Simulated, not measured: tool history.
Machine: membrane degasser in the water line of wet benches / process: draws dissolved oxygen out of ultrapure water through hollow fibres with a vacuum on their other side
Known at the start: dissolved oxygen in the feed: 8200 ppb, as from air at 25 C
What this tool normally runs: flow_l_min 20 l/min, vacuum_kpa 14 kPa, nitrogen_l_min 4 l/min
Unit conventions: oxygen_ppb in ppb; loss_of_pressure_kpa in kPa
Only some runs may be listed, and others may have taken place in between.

Run 1, hour 0: usual settings. Result: oxygen_ppb 267 ppb, loss_of_pressure_kpa 47.02 kPa.
Run 2, hour 81.3: usual settings. Result: oxygen_ppb 265.9 ppb, loss_of_pressure_kpa 47.3 kPa.
Run 3, hour 239.7: usual settings. Result: oxygen_ppb 267.8 ppb, loss_of_pressure_kpa 47.62 kPa.
Run 4, hour 426.9: usual settings. Result: oxygen_ppb 269.4 ppb, loss_of_pressure_kpa 47.56 kPa.
Run 5, hour 568.3: usual settings. Result: oxygen_ppb 273.2 ppb, loss_of_pressure_kpa 47.76 kPa.
Run 6, hour 688.1: usual settings. Result: oxygen_ppb 272.9 ppb, loss_of_pressure_kpa 47.37 kPa.
Run 7, hour 795: usual settings. Result: oxygen_ppb 274.9 ppb, loss_of_pressure_kpa 47.84 kPa.
At hour 835: seals of the vacuum lines changed.
Run 8, hour 989: usual settings. Result: oxygen_ppb 268.2 ppb, loss_of_pressure_kpa 47.71 kPa.
At hour 1005.7: vacuum gauge calibrated.
Run 9, hour 1133: usual settings but flow_l_min 12 l/min. Result: oxygen_ppb 113.3 ppb, loss_of_pressure_kpa 28.7 kPa.
Run 10, hour 1238.5: usual settings. Result: oxygen_ppb 274.9 ppb, loss_of_pressure_kpa 47.86 kPa.
Run 11, hour 1331.2: usual settings. Result: oxygen_ppb 273.1 ppb, loss_of_pressure_kpa 48.1 kPa.
Run 12, hour 1482.7: usual settings. Result: oxygen_ppb 279.8 ppb, loss_of_pressure_kpa 48.05 kPa.
Run 13, hour 1573.1: usual settings. Result: oxygen_ppb 274.1 ppb, loss_of_pressure_kpa 48.12 kPa.
Run 14, hour 1729.1: usual settings. Result: oxygen_ppb 276.3 ppb, loss_of_pressure_kpa 48.32 kPa.
At hour 1852.9: vacuum gauge calibrated, once more.
Run 15, hour 1917.7: usual settings. Result: oxygen_ppb 281.3 ppb, loss_of_pressure_kpa 48.67 kPa.
Run 16, hour 2104.9: usual settings. Result: oxygen_ppb 278.3 ppb, loss_of_pressure_kpa 48.51 kPa.
Run 17, hour 2269.7: usual settings but flow_l_min 17 l/min, vacuum_kpa 12.1 kPa, nitrogen_l_min 3.98 l/min. Result: oxygen_ppb 193.9 ppb, loss_of_pressure_kpa 41.38 kPa.
Run 18, hour 2392: usual settings but flow_l_min 31 l/min, vacuum_kpa 26.8 kPa. Result: oxygen_ppb 776.2 ppb, loss_of_pressure_kpa 75.29 kPa.
Run 19, hour 2563.9: usual settings but flow_l_min 24 l/min, vacuum_kpa 8.6 kPa, nitrogen_l_min 7.56 l/min. Result: oxygen_ppb 282.5 ppb, loss_of_pressure_kpa 58.59 kPa.
Run 20, hour 2752: usual settings but flow_l_min 24 l/min, vacuum_kpa 12.6 kPa, nitrogen_l_min 9.44 l/min. Result: oxygen_ppb 301.4 ppb, loss_of_pressure_kpa 58.71 kPa.
Run 21, hour 2904: usual settings but flow_l_min 13 l/min, vacuum_kpa 12.6 kPa, nitrogen_l_min 6.8 l/min. Result: oxygen_ppb 94.3 ppb, loss_of_pressure_kpa 31.81 kPa.
Run 22, hour 3046.9: usual settings but flow_l_min 24 l/min, vacuum_kpa 26.6 kPa. Result: oxygen_ppb 557.3 ppb, loss_of_pressure_kpa 58.92 kPa.
Run 23, hour 3222.9: usual settings but flow_l_min 25 l/min, vacuum_kpa 26.6 kPa, nitrogen_l_min 2.65 l/min. Result: oxygen_ppb 740.4 ppb, loss_of_pressure_kpa 61.5 kPa.
Run 24, hour 3331.4: usual settings but flow_l_min 14 l/min, vacuum_kpa 17.8 kPa, nitrogen_l_min 1.71 l/min. Result: oxygen_ppb 346.9 ppb, loss_of_pressure_kpa 34.24 kPa.
Run 25, hour 3443.5: usual settings but flow_l_min 26 l/min, vacuum_kpa 21.6 kPa. Result: oxygen_ppb 556.2 ppb, loss_of_pressure_kpa 64.12 kPa.
Run 26, hour 3611.5: usual settings but flow_l_min 26 l/min, vacuum_kpa 24.6 kPa, nitrogen_l_min 11.18 l/min. Result: oxygen_ppb 412.4 ppb, loss_of_pressure_kpa 64.47 kPa.
Run 27, hour 3765.6: usual settings but flow_l_min 26 l/min, vacuum_kpa 24.6 kPa, nitrogen_l_min 11.18 l/min. Result: oxygen_ppb 415.9 ppb, loss_of_pressure_kpa 64.62 kPa.
Run 28, hour 3939.2: usual settings but flow_l_min 31 l/min, vacuum_kpa 21.6 kPa, nitrogen_l_min 3.63 l/min. Result: oxygen_ppb 771.6 ppb, loss_of_pressure_kpa 77.42 kPa.

Pick out some run-to-run changes in oxygen_ppb. Of each, how much would a tool without hidden state show as well, from the settings, what came in and chance, and how much is left for the hidden state and any gauge scatter not in both results compared?
The tool's hidden condition here consists of: membrane still open, %; true pressure behind the membrane over the reading, kPa; air that leaks in behind the membrane, l/min; drift of the gauge itself on oxygen_ppb, %; drift of the gauge itself on loss_of_pressure_kpa, %.
Run 17 -> 18: flow_l_min 17 -> 31, vacuum_kpa 12.1 -> 26.8, nitrogen_l_min 3.98 -> 4. oxygen_ppb +582.3 ppb: hidden state +32, all else +550.3.
Run 18 -> 19: flow_l_min 31 -> 24, vacuum_kpa 26.8 -> 8.6, nitrogen_l_min 4 -> 7.56. oxygen_ppb -493.7 ppb: hidden state -11.5, all else -482.2.
Run 21 -> 22: flow_l_min 13 -> 24, vacuum_kpa 12.6 -> 26.6, nitrogen_l_min 6.8 -> 4. oxygen_ppb +463 ppb: hidden state +33, all else +430.
Run 24 -> 25: flow_l_min 14 -> 26, vacuum_kpa 17.8 -> 21.6, nitrogen_l_min 1.71 -> 4. oxygen_ppb +209.3 ppb: hidden state +34.3, all else +175.
